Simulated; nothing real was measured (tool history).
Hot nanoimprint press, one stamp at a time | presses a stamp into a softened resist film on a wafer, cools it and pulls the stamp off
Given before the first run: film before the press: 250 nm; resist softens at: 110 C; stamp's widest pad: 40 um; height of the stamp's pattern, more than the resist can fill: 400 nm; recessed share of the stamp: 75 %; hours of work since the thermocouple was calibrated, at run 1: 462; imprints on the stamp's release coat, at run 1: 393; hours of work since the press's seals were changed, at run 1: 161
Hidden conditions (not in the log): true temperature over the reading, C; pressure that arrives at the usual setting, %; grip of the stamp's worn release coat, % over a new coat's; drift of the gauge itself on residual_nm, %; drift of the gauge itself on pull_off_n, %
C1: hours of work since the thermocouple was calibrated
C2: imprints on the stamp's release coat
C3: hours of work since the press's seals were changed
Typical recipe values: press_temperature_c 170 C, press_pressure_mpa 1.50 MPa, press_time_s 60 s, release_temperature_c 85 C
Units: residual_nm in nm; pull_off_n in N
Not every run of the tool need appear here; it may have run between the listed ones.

{"run": 1, "hour": 0.0, "press_temperature_c": 170, "press_pressure_mpa": 1.5, "press_time_s": 60, "release_temperature_c": 85, "C1": 462, "C2": 393, "C3": 161, "residual_nm": 97.1, "pull_off_n": 182}
{"run": 2, "hour": 15.8, "press_temperature_c": 170, "press_pressure_mpa": 1.5, "press_time_s": 60, "release_temperature_c": 77, "C1": 473, "C2": 462, "C3": 172, "residual_nm": 97.4, "pull_off_n": 224}
{"run": 3, "hour": 27.7, "press_temperature_c": 170, "press_pressure_mpa": 1.5, "press_time_s": 60, "release_temperature_c": 85, "C1": 481, "C2": 514, "C3": 180, "residual_nm": 97.6, "pull_off_n": 191}
{"run": 4, "hour": 45.7, "press_temperature_c": 171, "press_pressure_mpa": 1.5, "press_time_s": 60, "release_temperature_c": 85, "C1": 494, "C2": 593, "C3": 193, "residual_nm": 92.5, "pull_off_n": 200}
{"run": 5, "hour": 56.7, "press_temperature_c": 171, "press_pressure_mpa": 1.5, "press_time_s": 60, "release_temperature_c": 88, "C1": 501, "C2": 641, "C3": 201, "residual_nm": 91.7, "pull_off_n": 184}
{"run": 6, "hour": 73.0, "press_temperature_c": 171, "press_pressure_mpa": 1.5, "press_time_s": 60, "release_temperature_c": 88, "C1": 513, "C2": 713, "C3": 212, "residual_nm": 92.9, "pull_off_n": 185}
{"run": 7, "hour": 83.5, "press_temperature_c": 170, "press_pressure_mpa": 1.42, "press_time_s": 60, "release_temperature_c": 85, "C1": 520, "C2": 758, "C3": 219, "residual_nm": 100.5, "pull_off_n": 205}
{"hour": 88.0, "done": "plate thermocouple calibrated"}
{"run": 8, "hour": 96.3, "press_temperature_c": 170, "press_pressure_mpa": 1.5, "press_time_s": 60, "release_temperature_c": 85, "C1": 6, "C2": 801, "C3": 226, "residual_nm": 89.8, "pull_off_n": 198}
{"run": 9, "hour": 109.3, "press_temperature_c": 170, "press_pressure_mpa": 1.5, "press_time_s": 60, "release_temperature_c": 85, "C1": 15, "C2": 858, "C3": 235, "residual_nm": 89.2, "pull_off_n": 203}
{"run": 10, "hour": 126.6, "press_temperature_c": 170, "press_pressure_mpa": 1.5, "press_time_s": 60, "release_temperature_c": 85, "C1": 27, "C2": 933, "C3": 247, "residual_nm": 91.2, "pull_off_n": 213}
{"run": 11, "hour": 144.4, "press_temperature_c": 170, "press_pressure_mpa": 1.5, "press_time_s": 60, "release_temperature_c": 85, "C1": 39, "C2": 1012, "C3": 259, "residual_nm": 90.6, "pull_off_n": 210}
{"run": 12, "hour": 162.4, "press_temperature_c": 170, "press_pressure_mpa": 1.5, "press_time_s": 60, "release_temperature_c": 85, "C1": 51, "C2": 1090, "C3": 272, "residual_nm": 91.7, "pull_off_n": 217}
{"run": 13, "hour": 173.3, "press_temperature_c": 170, "press_pressure_mpa": 1.5, "press_time_s": 60, "release_temperature_c": 85, "C1": 59, "C2": 1138, "C3": 279, "residual_nm": 90.9, "pull_off_n": 220}
{"run": 14, "hour": 190.1, "press_temperature_c": 174, "press_pressure_mpa": 1.5, "press_time_s": 60, "release_temperature_c": 85, "C1": 71, "C2": 1211, "C3": 291, "residual_nm": 75.5, "pull_off_n": 217}
{"run": 15, "hour": 198.6, "press_temperature_c": 174, "press_pressure_mpa": 1.5, "press_time_s": 60, "release_temperature_c": 85, "C1": 76, "C2": 1248, "C3": 297, "residual_nm": 74.3, "pull_off_n": 216}
{"run": 16, "hour": 216.5, "press_temperature_c": 174, "press_pressure_mpa": 1.5, "press_time_s": 60, "release_temperature_c": 85, "C1": 89, "C2": 1326, "C3": 309, "residual_nm": 75.9, "pull_off_n": 226}
{"run": 17, "hour": 232.6, "press_temperature_c": 174, "press_pressure_mpa": 1.5, "press_time_s": 60, "release_temperature_c": 86, "C1": 100, "C2": 1397, "C3": 320, "residual_nm": 75.1, "pull_off_n": 220}
{"run": 18, "hour": 245.1, "press_temperature_c": 174, "press_pressure_mpa": 1.5, "press_time_s": 60, "release_temperature_c": 86, "C1": 109, "C2": 1451, "C3": 329, "residual_nm": 76.2, "pull_off_n": 226}
{"hour": 253.6, "done": "stamp cleaned and given a new release coat"}
{"run": 19, "hour": 261.3, "press_temperature_c": 165, "press_pressure_mpa": 2.02, "press_time_s": 60, "release_temperature_c": 77, "C1": 116, "C2": 34, "C3": 336, "residual_nm": 101.4, "pull_off_n": 200}
{"run": 20, "hour": 270.4, "press_temperature_c": 177, "press_pressure_mpa": 1.5, "press_time_s": 60, "release_temperature_c": 85, "C1": 122, "C2": 74, "C3": 342, "residual_nm": 67.0, "pull_off_n": 158}
{"run": 21, "hour": 286.5, "press_temperature_c": 180, "press_pressure_mpa": 1.5, "press_time_s": 31, "release_temperature_c": 78, "C1": 133, "C2": 144, "C3": 353, "residual_nm": 75.8, "pull_off_n": 198}
{"run": 22, "hour": 299.2, "press_temperature_c": 180, "press_pressure_mpa": 1.5, "press_time_s": 31, "release_temperature_c": 78, "C1": 142, "C2": 200, "C3": 362, "residual_nm": 76.2, "pull_off_n": 200}
{"run": 23, "hour": 309.3, "press_temperature_c": 180, "press_pressure_mpa": 1.5, "press_time_s": 31, "release_temperature_c": 78, "C1": 149, "C2": 244, "C3": 369, "residual_nm": 75.8, "pull_off_n": 208}
{"run": 24, "hour": 324.9, "press_temperature_c": 162, "press_pressure_mpa": 1.87, "press_time_s": 33, "release_temperature_c": 75, "C1": 160, "C2": 312, "C3": 380, "residual_nm": 152.4, "pull_off_n": 229}
{"run": 25, "hour": 338.9, "press_temperature_c": 170, "press_pressure_mpa": 1.03, "press_time_s": 60, "release_temperature_c": 85, "C1": 169, "C2": 373, "C3": 389, "residual_nm": 109.6, "pull_off_n": 171}
{"run": 26, "hour": 346.4, "press_temperature_c": 170, "press_pressure_mpa": 1.03, "press_time_s": 60, "release_temperature_c": 85, "C1": 175, "C2": 406, "C3": 395, "residual_nm": 111.8, "pull_off_n": 178}
{"run": 27, "hour": 355.6, "press_temperature_c": 179, "press_pressure_mpa": 1.44, "press_time_s": 86, "release_temperature_c": 72, "C1": 181, "C2": 446, "C3": 401, "residual_nm": 53.9, "pull_off_n": 253}
{"run": 28, "hour": 372.7, "press_temperature_c": 168, "press_pressure_mpa": 1.44, "press_time_s": 86, "release_temperature_c": 78, "C1": 193, "C2": 521, "C3": 413, "residual_nm": 91.5, "pull_off_n": 225}
{"run": 29, "hour": 389.7, "press_temperature_c": 171, "press_pressure_mpa": 1.89, "press_time_s": 88, "release_temperature_c": 89, "C1": 205, "C2": 595, "C3": 425, "residual_nm": 68.9, "pull_off_n": 175}
{"run": 30, "hour": 407.2, "press_temperature_c": 173, "press_pressure_mpa": 2.05, "press_time_s": 60, "release_temperature_c": 90, "C1": 217, "C2": 672, "C3": 437, "residual_nm": 70.7, "pull_off_n": 169}
{"run": 31, "hour": 424.9, "press_temperature_c": 180, "press_pressure_mpa": 1.44, "press_time_s": 88, "release_temperature_c": 75, "C1": 229, "C2": 749, "C3": 449, "residual_nm": 51.6, "pull_off_n": 252}

Across each entry between runs, compare the hidden state at the last listed run before it with the hidden state at the first listed run after it:
In the gap between runs 7 and 8: plate thermocouple calibrated (hour 88.0)
  true temperature over the reading, C: -2 -> -0.28; pressure that arrives at the usual setting, %: 99 -> 98.96; grip of the stamp's worn release coat, % over a new coat's: 22.9 -> 24.2
  difference, measured minus the result without the unlogged condition, residual_nm: +9.8 -> +1.7 nm; pull_off_n: +47 -> +40 N
In the gap between runs 18 and 19: stamp cleaned and given a new release coat (hour 253.6)
  true temperature over the reading, C: -0.72 -> -0.75; pressure that arrives at the usual setting, %: 98.39 -> 98.35; grip of the stamp's worn release coat, % over a new coat's: 44.9 -> 1
  difference, measured minus the result without the unlogged condition, residual_nm: +3.2 -> +4.9 nm; pull_off_n: +73 -> +5 N
